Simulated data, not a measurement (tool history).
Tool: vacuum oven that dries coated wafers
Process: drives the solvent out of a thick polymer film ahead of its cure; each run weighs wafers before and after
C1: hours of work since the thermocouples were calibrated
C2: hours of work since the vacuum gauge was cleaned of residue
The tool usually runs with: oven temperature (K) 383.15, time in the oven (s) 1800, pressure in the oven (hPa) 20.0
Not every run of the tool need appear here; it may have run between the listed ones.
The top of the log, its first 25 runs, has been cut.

Run 26, hour 716.3: usual settings but oven temperature (K) 368.15, pressure in the oven (hPa) 55.3; C1 299; C2 626. Result: solvent left in the film (%) 8.89.
Run 27, hour 747.5: usual settings but time in the oven (s) 1440, pressure in the oven (hPa) 14.7; C1 319; C2 647. Result: solvent left in the film (%) 2.18.
Run 28, hour 777.7: usual settings but time in the oven (s) 1440, pressure in the oven (hPa) 14.7; C1 339; C2 666. Result: solvent left in the film (%) 2.18.
Run 29, hour 806.5: usual settings but oven temperature (K) 373.15, time in the oven (s) 1260, pressure in the oven (hPa) 22.6; C1 358; C2 685. Result: solvent left in the film (%) 6.10.
Run 30, hour 823.6: usual settings but oven temperature (K) 373.15, time in the oven (s) 1260, pressure in the oven (hPa) 22.6; C1 369; C2 696. Result: solvent left in the film (%) 6.33.
Run 31, hour 862.0: usual settings but oven temperature (K) 395.15, time in the oven (s) 2040; C1 394; C2 722. Result: solvent left in the film (%) 0.99.
Run 32, hour 887.4: usual settings but oven temperature (K) 380.15, time in the oven (s) 2280, pressure in the oven (hPa) 64.4; C1 411; C2 738. Result: solvent left in the film (%) 5.04.
Run 33, hour 922.9: usual settings but oven temperature (K) 380.15, time in the oven (s) 2280, pressure in the oven (hPa) 64.4; C1 434; C2 761. Result: solvent left in the film (%) 5.05.
Run 34, hour 947.8: usual settings but oven temperature (K) 381.15; C1 451; C2 778. Result: solvent left in the film (%) 2.43.
Run 35, hour 976.8: usual settings but pressure in the oven (hPa) 13.7; C1 470; C2 797. Result: solvent left in the film (%) 1.69.
Run 36, hour 1012.9: usual settings but oven temperature (K) 378.15, time in the oven (s) 2220, pressure in the oven (hPa) 13.8; C1 493; C2 820. Result: solvent left in the film (%) 2.17.
Run 37, hour 1034.0: usual settings but oven temperature (K) 368.15, time in the oven (s) 2040, pressure in the oven (hPa) 73.9; C1 507; C2 834. Result: solvent left in the film (%) 10.21.
Run 38, hour 1051.9: usual settings but oven temperature (K) 368.15, time in the oven (s) 2040, pressure in the oven (hPa) 73.9; C1 519; C2 846. Result: solvent left in the film (%) 10.11.
Run 39, hour 1088.9: usual settings but oven temperature (K) 368.15, time in the oven (s) 2040, pressure in the oven (hPa) 73.9; C1 543; C2 870. Result: solvent left in the film (%) 10.13.
Run 40, hour 1108.7: usual settings but oven temperature (K) 368.15, time in the oven (s) 2040, pressure in the oven (hPa) 73.9; C1 556; C2 883. Result: solvent left in the film (%) 10.39.
Run 41, hour 1135.7: usual settings but oven temperature (K) 368.15, time in the oven (s) 2040, pressure in the oven (hPa) 73.9; C1 574; C2 901. Result: solvent left in the film (%) 10.08.
Run 42, hour 1159.9: usual settings but oven temperature (K) 368.15, time in the oven (s) 2040, pressure in the oven (hPa) 73.9; C1 590; C2 917. Result: solvent left in the film (%) 10.39.
Run 43, hour 1182.5: usual settings but oven temperature (K) 368.15, time in the oven (s) 2040, pressure in the oven (hPa) 73.9; C1 604; C2 932. Result: solvent left in the film (%) 10.07.

Predict each of these 4 candidate next runs independently; none follows another, all start after run 43:
Run A, hour 1207.6: usual settings but time in the oven (s) 2100; C1 621; C2 948. Result: solvent left in the film (%) ?.
Run B, hour 1207.6: usual settings but oven temperature (K) 381.15, pressure in the oven (hPa) 43.8; C1 621; C2 948. Result: solvent left in the film (%) ?.
Run C, hour 1207.6: usual settings but oven temperature (K) 372.15, time in the oven (s) 2940, pressure in the oven (hPa) 73.9; C1 621; C2 948. Result: solvent left in the film (%) ?.
Run D, hour 1207.6: usual settings but oven temperature (K) 394.15, time in the oven (s) 2700, pressure in the oven (hPa) 73.9; C1 621; C2 948. Result: solvent left in the film (%) ?.

run  solvent left in the film (%)
  A                          1.87
  B                          4.09
  C                          7.93
  D                          3.42
Had the tool no hidden state, the same runs would have come out as:
run  solvent left in the film (%)
  A                          1.49
  B                          3.60
  C                          7.23
  D                          3.14
